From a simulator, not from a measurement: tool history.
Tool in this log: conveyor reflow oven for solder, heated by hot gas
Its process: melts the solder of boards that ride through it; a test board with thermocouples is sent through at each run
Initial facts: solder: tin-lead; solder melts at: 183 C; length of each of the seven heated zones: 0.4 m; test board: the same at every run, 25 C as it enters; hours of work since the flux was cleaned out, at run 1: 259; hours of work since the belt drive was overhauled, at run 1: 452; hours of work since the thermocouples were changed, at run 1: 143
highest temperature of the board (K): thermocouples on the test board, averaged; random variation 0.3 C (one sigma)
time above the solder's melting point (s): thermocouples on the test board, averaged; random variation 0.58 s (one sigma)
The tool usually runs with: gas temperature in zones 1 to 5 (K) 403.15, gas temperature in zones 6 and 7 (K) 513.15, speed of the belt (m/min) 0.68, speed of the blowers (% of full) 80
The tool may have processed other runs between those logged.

run,day,gas temperature in zones 1 to 5 (K),gas temperature in zones 6 and 7 (K),speed of the belt (m/min),speed of the blowers (% of full),hours of work since the flux was cleaned out,hours of work since the belt drive was overhauled,hours of work since the thermocouples were changed,highest temperature of the board (K),time above the solder's melting point (s)
1,0,403.15,513.15,0.68,80,259,452,143,496.65,54.7
2,0.646,403.15,513.15,0.68,80,265,459,149,496.35,53.8
3,1.3,403.15,513.15,0.68,80,272,466,156,496.05,54.1
4,2.438,403.15,513.15,0.68,80,285,478,168,496.05,54
5,3.933,403.15,513.15,0.68,61,300,493,184,489.15,49.7
6,4.604,403.15,513.15,0.68,61,308,501,191,488.85,48.7
# day 4.992: flux residue cleaned out of gas plates and filters
7,5.812,403.15,513.15,0.68,61,9,511,202,489.75,49
8,6.471,403.15,513.15,0.68,61,16,518,209,489.35,49.7
9,7.583,403.15,513.15,0.68,61,28,530,221,489.65,49.6
10,8.746,403.15,513.15,0.68,61,40,542,233,490.15,48.6
11,9.712,403.15,513.15,0.68,61,50,553,243,489.55,49.7
12,10.858,403.15,513.15,0.68,61,62,565,256,489.75,48.5
13,11.812,399.15,513.15,0.68,80,72,575,266,495.45,53.1
14,13,399.15,520.15,0.68,80,85,587,278,501.75,55.9
15,14.288,399.15,520.15,0.68,80,99,601,292,502.45,56
16,15.179,399.15,520.15,0.68,80,108,611,302,501.55,56.1
17,16.075,399.15,520.15,0.68,80,118,620,311,501.85,57.9
18,16.808,399.15,520.15,0.68,80,125,628,319,501.85,56.2
19,17.492,399.15,520.15,0.68,80,133,635,326,501.55,57.1
20,18.525,403.15,508.15,0.601,71,144,646,337,493.35,59.6
21,19.683,403.15,518.15,0.601,71,156,658,349,502.25,65.6
22,20.796,403.15,513.15,0.68,51,168,670,361,484.65,43.6
23,22.046,403.15,513.15,0.68,51,181,684,374,485.05,44.3
24,22.742,417.15,514.15,0.68,73,188,691,382,497.35,60.1
25,23.471,400.15,513.15,0.68,80,196,699,390,496.25,52.1
26,24.796,403.15,511.15,0.68,51,210,713,404,483.35,43
27,26.262,403.15,503.15,0.68,56,226,728,419,479.25,38.7
28,27.283,403.15,503.15,0.805,83,237,739,430,483.15,36.8
29,27.967,405.15,513.15,0.675,67,244,746,437,492.05,52.4
30,28.979,405.15,513.15,0.675,67,255,757,448,491.95,52.7
31,30.442,404.15,513.15,0.722,80,270,773,464,494.15,49.9

Alternative continuations, all from the tool just after run 31; predict every row:
A,31.354,404.15,507.15,0.722,62,280,782,473,?,?
B,31.354,404.15,512.15,0.7,86,280,782,473,?,?
C,31.354,404.15,513.15,0.722,62,280,782,473,?,?
D,31.354,400.15,506.15,0.68,80,280,782,473,?,?

run,highest temperature of the board (K),time above the solder's melting point (s)
A,482.85,41.5
B,496.05,53.1
C,487.75,44.8
D,489.95,49.5
With the hidden condition removed and each run's random variation left untouched, the same runs would have given:
run,highest temperature of the board (K),time above the solder's melting point (s)
A,482.85,41.4
B,496.05,53.1
C,487.75,44.7
D,489.95,49.4

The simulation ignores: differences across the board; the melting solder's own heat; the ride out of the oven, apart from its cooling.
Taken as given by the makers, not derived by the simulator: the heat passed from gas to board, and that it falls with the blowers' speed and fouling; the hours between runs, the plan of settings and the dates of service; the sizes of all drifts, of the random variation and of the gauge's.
